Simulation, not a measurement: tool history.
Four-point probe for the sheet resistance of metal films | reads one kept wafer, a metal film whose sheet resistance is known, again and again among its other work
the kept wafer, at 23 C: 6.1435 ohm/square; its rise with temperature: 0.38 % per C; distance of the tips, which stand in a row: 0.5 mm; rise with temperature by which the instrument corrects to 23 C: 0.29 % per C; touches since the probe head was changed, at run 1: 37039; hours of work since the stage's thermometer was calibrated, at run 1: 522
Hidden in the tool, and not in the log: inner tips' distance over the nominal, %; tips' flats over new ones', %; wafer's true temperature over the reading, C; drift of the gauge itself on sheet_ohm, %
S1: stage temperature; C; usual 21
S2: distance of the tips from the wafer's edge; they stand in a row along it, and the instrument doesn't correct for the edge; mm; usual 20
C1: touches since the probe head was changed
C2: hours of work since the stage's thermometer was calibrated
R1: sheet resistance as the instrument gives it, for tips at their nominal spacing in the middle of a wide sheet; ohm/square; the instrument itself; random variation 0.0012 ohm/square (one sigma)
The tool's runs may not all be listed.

{"run": 1, "hour": 0.0, "S1": 21, "S2": 20, "C1": 37039, "C2": 522, "R1": 6.198743}
{"run": 2, "hour": 30.5, "S1": 21, "S2": 20, "C1": 38009, "C2": 544, "R1": 6.204524}
{"run": 3, "hour": 51.2, "S1": 21, "S2": 20, "C1": 38667, "C2": 559, "R1": 6.203229}
{"run": 4, "hour": 77.4, "S1": 21, "S2": 20, "C1": 39500, "C2": 579, "R1": 6.20303}
{"run": 5, "hour": 97.3, "S1": 21, "S2": 20, "C1": 40131, "C2": 593, "R1": 6.20362}
{"run": 6, "hour": 122.6, "S1": 21, "S2": 20, "C1": 40936, "C2": 611, "R1": 6.203088}
{"run": 7, "hour": 141.5, "S1": 21, "S2": 20, "C1": 41537, "C2": 625, "R1": 6.20608}
{"run": 8, "hour": 174.0, "S1": 21, "S2": 20, "C1": 42571, "C2": 649, "R1": 6.207477}
{"run": 9, "hour": 204.1, "S1": 21, "S2": 20, "C1": 43528, "C2": 671, "R1": 6.210069}
{"run": 10, "hour": 220.9, "S1": 21, "S2": 16, "C1": 44062, "C2": 683, "R1": 6.211592}
{"run": 11, "hour": 247.6, "S1": 21, "S2": 6, "C1": 44910, "C2": 702, "R1": 6.231499}
{"run": 12, "hour": 276.0, "S1": 21, "S2": 6, "C1": 45815, "C2": 723, "R1": 6.233922}
{"run": 13, "hour": 305.1, "S1": 26, "S2": 20, "C1": 46738, "C2": 744, "R1": 6.243583}
{"run": 14, "hour": 334.2, "S1": 29, "S2": 20, "C1": 47665, "C2": 766, "R1": 6.261052}
{"run": 15, "hour": 362.4, "S1": 21, "S2": 4, "C1": 48562, "C2": 786, "R1": 6.266629}
{"run": 16, "hour": 376.9, "S1": 21, "S2": 4, "C1": 49022, "C2": 797, "R1": 6.268074}
{"run": 17, "hour": 402.4, "S1": 21, "S2": 4, "C1": 49832, "C2": 815, "R1": 6.269303}
{"run": 18, "hour": 417.1, "S1": 21, "S2": 4, "C1": 50301, "C2": 826, "R1": 6.267866}
{"run": 19, "hour": 433.8, "S1": 27, "S2": 4, "C1": 50832, "C2": 838, "R1": 6.304422}
{"run": 20, "hour": 454.3, "S1": 27, "S2": 4, "C1": 51482, "C2": 853, "R1": 6.304505}
{"run": 21, "hour": 477.2, "S1": 21, "S2": 14, "C1": 52211, "C2": 870, "R1": 6.224427}
{"run": 22, "hour": 502.7, "S1": 32, "S2": 63, "C1": 53023, "C2": 888, "R1": 6.284359}
{"run": 23, "hour": 517.2, "S1": 22, "S2": 18, "C1": 53482, "C2": 899, "R1": 6.231066}
{"run": 24, "hour": 537.1, "S1": 34, "S2": 14, "C1": 54117, "C2": 913, "R1": 6.300364}
{"run": 25, "hour": 560.6, "S1": 21, "S2": 10, "C1": 54862, "C2": 930, "R1": 6.232149}
{"run": 26, "hour": 583.4, "S1": 21, "S2": 10, "C1": 55587, "C2": 947, "R1": 6.23322}
{"run": 27, "hour": 607.0, "S1": 34, "S2": 7, "C1": 56339, "C2": 964, "R1": 6.313836}
{"run": 28, "hour": 623.8, "S1": 20, "S2": 5, "C1": 56873, "C2": 977, "R1": 6.256271}
{"run": 29, "hour": 655.1, "S1": 20, "S2": 19, "C1": 57868, "C2": 999, "R1": 6.224932}
{"run": 30, "hour": 683.3, "S1": 20, "S2": 19, "C1": 58765, "C2": 1020, "R1": 6.226697}
{"run": 31, "hour": 713.7, "S1": 29, "S2": 23, "C1": 59729, "C2": 1042, "R1": 6.27719}
{"run": 32, "hour": 730.6, "S1": 29, "S2": 8, "C1": 60267, "C2": 1054, "R1": 6.288668}
{"run": 33, "hour": 758.4, "S1": 34, "S2": 39, "C1": 61150, "C2": 1075, "R1": 6.306075}
{"run": 34, "hour": 774.7, "S1": 26, "S2": 12, "C1": 61670, "C2": 1086, "R1": 6.269806}
{"run": 35, "hour": 806.1, "S1": 20, "S2": 16, "C1": 62667, "C2": 1109, "R1": 6.232162}
{"run": 36, "hour": 829.3, "S1": 23, "S2": 4, "C1": 63405, "C2": 1126, "R1": 6.300437}
{"run": 37, "hour": 860.9, "S1": 24, "S2": 6, "C1": 64409, "C2": 1149, "R1": 6.278446}
{"hour": 868.3, "done": "new probe head fitted"}
{"run": 38, "hour": 883.0, "S1": 34, "S2": 59, "C1": 467, "C2": 1165, "R1": 6.218748}

3 ways to go on from here, each from the tool as it stands after run 38. What would each give?
{"run": "A", "hour": 912.3, "S1": 34, "S2": 40, "C1": 1401, "C2": 1186, "R1": "?"}
{"run": "B", "hour": 912.3, "S1": 18, "S2": 20, "C1": 1401, "C2": 1186, "R1": "?"}
{"run": "C", "hour": 912.3, "S1": 33, "S2": 59, "C1": 1401, "C2": 1186, "R1": "?"}

run=A R1=6.219452
run=B R1=6.134281
run=C R1=6.215176
Without the tool's hidden state the same runs would have given:
run=A R1=6.203152
run=B R1=6.118311
run=C R1=6.198894

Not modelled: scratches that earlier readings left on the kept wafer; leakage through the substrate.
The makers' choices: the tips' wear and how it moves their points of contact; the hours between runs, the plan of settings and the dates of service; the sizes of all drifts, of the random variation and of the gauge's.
